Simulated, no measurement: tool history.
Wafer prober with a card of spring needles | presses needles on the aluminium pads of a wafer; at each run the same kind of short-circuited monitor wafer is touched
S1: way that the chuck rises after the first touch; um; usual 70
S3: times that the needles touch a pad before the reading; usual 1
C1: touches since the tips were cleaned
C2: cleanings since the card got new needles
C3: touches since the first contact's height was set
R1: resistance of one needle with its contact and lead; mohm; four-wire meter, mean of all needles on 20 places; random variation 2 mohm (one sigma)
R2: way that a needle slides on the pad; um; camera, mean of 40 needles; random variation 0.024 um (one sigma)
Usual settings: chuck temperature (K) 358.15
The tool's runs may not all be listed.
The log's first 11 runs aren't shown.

run 12 hour=92.6 | S1=70 chuck_temperature_(K)=310.15 S3=1 | C1=5794 C2=10 C3=76891 | R1=209 R2=8.44
-- hour=97.2 tips cleaned on abrasive film
run 13 hour=103.2 | S1=70 chuck_temperature_(K)=310.15 S3=1 | C1=1273 C2=11 C3=79104 | R1=207 R2=8.42
run 14 hour=112.6 | S1=70 chuck_temperature_(K)=310.15 S3=1 | C1=3253 C2=11 C3=81084 | R1=205 R2=8.40
run 15 hour=118.9 | S1=70 chuck_temperature_(K)=362.15 S3=1 | C1=4588 C2=11 C3=82419 | R1=217 R2=8.41
run 16 hour=124.2 | S1=70 chuck_temperature_(K)=362.15 S3=1 | C1=5705 C2=11 C3=83536 | R1=216 R2=8.41
-- hour=129.6 tips cleaned on abrasive film
run 17 hour=135.1 | S1=70 chuck_temperature_(K)=358.15 S3=2 | C1=1165 C2=12 C3=85816 | R1=219 R2=8.39
run 18 hour=141.7 | S1=70 chuck_temperature_(K)=358.15 S3=2 | C1=2548 C2=12 C3=87199 | R1=216 R2=8.34
-- hour=150.2 gauge calibrated
run 19 hour=152.2 | S1=70 chuck_temperature_(K)=358.15 S3=2 | C1=4769 C2=12 C3=89420 | R1=220 R2=8.61
run 20 hour=160.0 | S1=70 chuck_temperature_(K)=302.15 S3=1 | C1=6409 C2=12 C3=91060 | R1=204 R2=8.57
-- hour=162.6 tips cleaned on abrasive film
run 21 hour=167.5 | S1=59 chuck_temperature_(K)=314.15 S3=1 | C1=1036 C2=13 C3=92626 | R1=212 R2=7.21
run 22 hour=176.5 | S1=54 chuck_temperature_(K)=358.15 S3=2 | C1=2936 C2=13 C3=94526 | R1=227 R2=6.62
run 23 hour=187.4 | S1=66 chuck_temperature_(K)=312.15 S3=2 | C1=5237 C2=13 C3=96827 | R1=206 R2=8.04
-- hour=195.1 tips cleaned on abrasive film
run 24 hour=195.3 | S1=66 chuck_temperature_(K)=352.15 S3=2 | C1=54 C2=14 C3=98482 | R1=218 R2=8.06
run 25 hour=206.8 | S1=53 chuck_temperature_(K)=311.15 S3=2 | C1=2486 C2=14 C3=100914 | R1=214 R2=6.42
run 26 hour=215.6 | S1=61 chuck_temperature_(K)=379.15 S3=2 | C1=4328 C2=14 C3=102756 | R1=228 R2=7.41
run 27 hour=220.7 | S1=70 chuck_temperature_(K)=369.15 S3=1 | C1=5415 C2=14 C3=103843 | R1=218 R2=8.52
run 28 hour=226.1 | S1=70 chuck_temperature_(K)=369.15 S3=1 | C1=6554 C2=14 C3=104982 | R1=224 R2=8.48
-- hour=227.1 tips cleaned on abrasive film
run 29 hour=231.6 | S1=51 chuck_temperature_(K)=331.15 S3=2 | C1=947 C2=15 C3=106120 | R1=223 R2=6.15
run 30 hour=239.7 | S1=89 chuck_temperature_(K)=331.15 S3=2 | C1=2658 C2=15 C3=107831 | R1=204 R2=10.72
run 31 hour=250.2 | S1=89 chuck_temperature_(K)=298.15 S3=1 | C1=4861 C2=15 C3=110034 | R1=198 R2=10.68
run 32 hour=257.1 | S1=89 chuck_temperature_(K)=298.15 S3=1 | C1=6330 C2=15 C3=111503 | R1=202 R2=10.71
-- hour=259.6 tips cleaned on abrasive film
run 33 hour=268.8 | S1=89 chuck_temperature_(K)=298.15 S3=1 | C1=1925 C2=16 C3=113940 | R1=198 R2=10.69
run 34 hour=278.4 | S1=68 chuck_temperature_(K)=320.15 S3=2 | C1=3953 C2=16 C3=115968 | R1=212 R2=8.14
run 35 hour=284.7 | S1=80 chuck_temperature_(K)=326.15 S3=1 | C1=5290 C2=16 C3=117305 | R1=204 R2=9.56
run 36 hour=291.2 | S1=83 chuck_temperature_(K)=307.15 S3=2 | C1=6661 C2=16 C3=118676 | R1=203 R2=9.96

3 ways to go on from here, each from the tool as it stands after run 36. What would each give?
-- hour=292.2 tips cleaned on abrasive film
run A hour=299.5 | S1=83 chuck_temperature_(K)=379.15 S3=2 | C1=1523 C2=17 C3=120395 | R1=? R2=?
-- hour=292.2 tips cleaned on abrasive film
run B hour=299.5 | S1=83 chuck_temperature_(K)=298.15 S3=2 | C1=1523 C2=17 C3=120395 | R1=? R2=?
-- hour=292.2 tips cleaned on abrasive film
run C hour=299.5 | S1=70 chuck_temperature_(K)=298.15 S3=1 | C1=1523 C2=17 C3=120395 | R1=? R2=?

run=A R1=219 R2=9.88
run=B R1=198 R2=9.91
run=C R1=203 R2=8.32
Without the tool's hidden state the same runs would have given:
run=A R1=219 R2=10.17
run=B R1=197 R2=10.19
run=C R1=202 R2=8.56

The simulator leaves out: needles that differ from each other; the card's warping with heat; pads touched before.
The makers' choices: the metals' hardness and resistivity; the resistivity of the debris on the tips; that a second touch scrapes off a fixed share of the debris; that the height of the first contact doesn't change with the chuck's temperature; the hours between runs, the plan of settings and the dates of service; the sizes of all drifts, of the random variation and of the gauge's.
